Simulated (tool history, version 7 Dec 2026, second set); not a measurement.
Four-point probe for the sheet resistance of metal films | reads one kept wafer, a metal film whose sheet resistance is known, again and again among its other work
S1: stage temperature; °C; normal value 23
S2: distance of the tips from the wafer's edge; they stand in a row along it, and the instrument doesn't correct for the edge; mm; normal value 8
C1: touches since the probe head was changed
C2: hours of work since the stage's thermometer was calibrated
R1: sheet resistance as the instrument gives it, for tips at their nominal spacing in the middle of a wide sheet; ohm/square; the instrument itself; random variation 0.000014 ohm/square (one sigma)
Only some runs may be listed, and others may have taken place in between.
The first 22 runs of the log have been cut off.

run 23 hour=1979.1 | S1=29 S2=8 | C1=56322 C2=2276 | R1=0.072626
-- hour=1992.7 stage's thermometer calibrated
run 24 hour=2085.4 | S1=20 S2=50 | C1=58643 C2=66 | R1=0.072327
run 25 hour=2173.3 | S1=20 S2=50 | C1=60570 C2=128 | R1=0.072327
run 26 hour=2271.8 | S1=22 S2=34 | C1=62731 C2=197 | R1=0.072408
run 27 hour=2367.9 | S1=22 S2=34 | C1=64838 C2=265 | R1=0.072441
run 28 hour=2435.1 | S1=22 S2=34 | C1=66314 C2=313 | R1=0.072408
run 29 hour=2484.6 | S1=19 S2=11 | C1=67400 C2=348 | R1=0.072464
run 30 hour=2579.7 | S1=19 S2=11 | C1=69484 C2=415 | R1=0.072461
run 31 hour=2672.1 | S1=19 S2=12 | C1=71512 C2=480 | R1=0.072458
run 32 hour=2786.9 | S1=19 S2=31 | C1=74029 C2=561 | R1=0.072456
run 33 hour=2859.7 | S1=26 S2=9 | C1=75626 C2=613 | R1=0.072725
run 34 hour=2910.2 | S1=20 S2=4 | C1=76734 C2=649 | R1=0.073079
run 35 hour=2985.4 | S1=23 S2=6 | C1=78384 C2=702 | R1=0.072802
run 36 hour=3037.9 | S1=23 S2=6 | C1=79537 C2=739 | R1=0.072859
run 37 hour=3150.8 | S1=26 S2=13 | C1=82011 C2=819 | R1=0.072743

Run 38, settings as shown, results not yet in. Your forecast:
run 38 hour=3212.7 | S1=26 S2=13 | C1=83371 C2=863 | R1=?

R1: 0.072730 ohm/square
Were there no unlogged condition in the tool, this run, its random variation unchanged, would have produced R1 0.071827 ohm/square.

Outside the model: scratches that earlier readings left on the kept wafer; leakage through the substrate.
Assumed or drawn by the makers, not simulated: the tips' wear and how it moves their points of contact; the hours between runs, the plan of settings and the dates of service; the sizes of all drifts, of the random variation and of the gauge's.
